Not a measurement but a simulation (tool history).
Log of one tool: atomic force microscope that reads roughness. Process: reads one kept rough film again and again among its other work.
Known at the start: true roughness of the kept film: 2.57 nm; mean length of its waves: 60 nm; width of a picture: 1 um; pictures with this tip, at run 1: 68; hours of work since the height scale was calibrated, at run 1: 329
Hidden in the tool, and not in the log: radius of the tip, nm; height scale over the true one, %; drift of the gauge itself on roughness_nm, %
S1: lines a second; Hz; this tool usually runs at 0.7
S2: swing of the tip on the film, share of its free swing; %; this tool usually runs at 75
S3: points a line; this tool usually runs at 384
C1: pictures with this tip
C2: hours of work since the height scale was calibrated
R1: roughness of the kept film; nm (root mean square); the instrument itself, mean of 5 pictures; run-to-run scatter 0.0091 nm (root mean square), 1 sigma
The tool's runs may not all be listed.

run 1 hour=0 | S1=0.7 S2=75 S3=384 | C1=68 C2=329 | R1=2.445
-- hour=4.6 new tip fitted
run 2 hour=33.2 | S1=0.893 S2=75 S3=384 | C1=45 C2=345 | R1=2.419
-- hour=52.4 new tip fitted
run 3 hour=78.6 | S1=0.893 S2=75 S3=384 | C1=42 C2=367 | R1=2.445
-- hour=99.9 new tip fitted
run 4 hour=126 | S1=0.7 S2=75 S3=384 | C1=41 C2=391 | R1=2.439
-- hour=146.1 new tip fitted
run 5 hour=155.1 | S1=0.7 S2=75 S3=384 | C1=15 C2=405 | R1=2.445
run 6 hour=182.3 | S1=0.7 S2=69 S3=386 | C1=58 C2=418 | R1=2.464
-- hour=193 new tip fitted
-- hour=239.4 new tip fitted
run 7 hour=239.4 | S1=0.7 S2=88 S3=321 | C1=0 C2=446 | R1=2.4

Run 8 has not been measured yet. What should we expect?
run 8 hour=277.3 | S1=1.041 S2=75 S3=384 | C1=60 C2=465 | R1=?

For run 8 the tool returned R1 2.416 nm (root mean square).
Had the tool carried no hidden state, the very same run would have given R1 2.422 nm (root mean square).

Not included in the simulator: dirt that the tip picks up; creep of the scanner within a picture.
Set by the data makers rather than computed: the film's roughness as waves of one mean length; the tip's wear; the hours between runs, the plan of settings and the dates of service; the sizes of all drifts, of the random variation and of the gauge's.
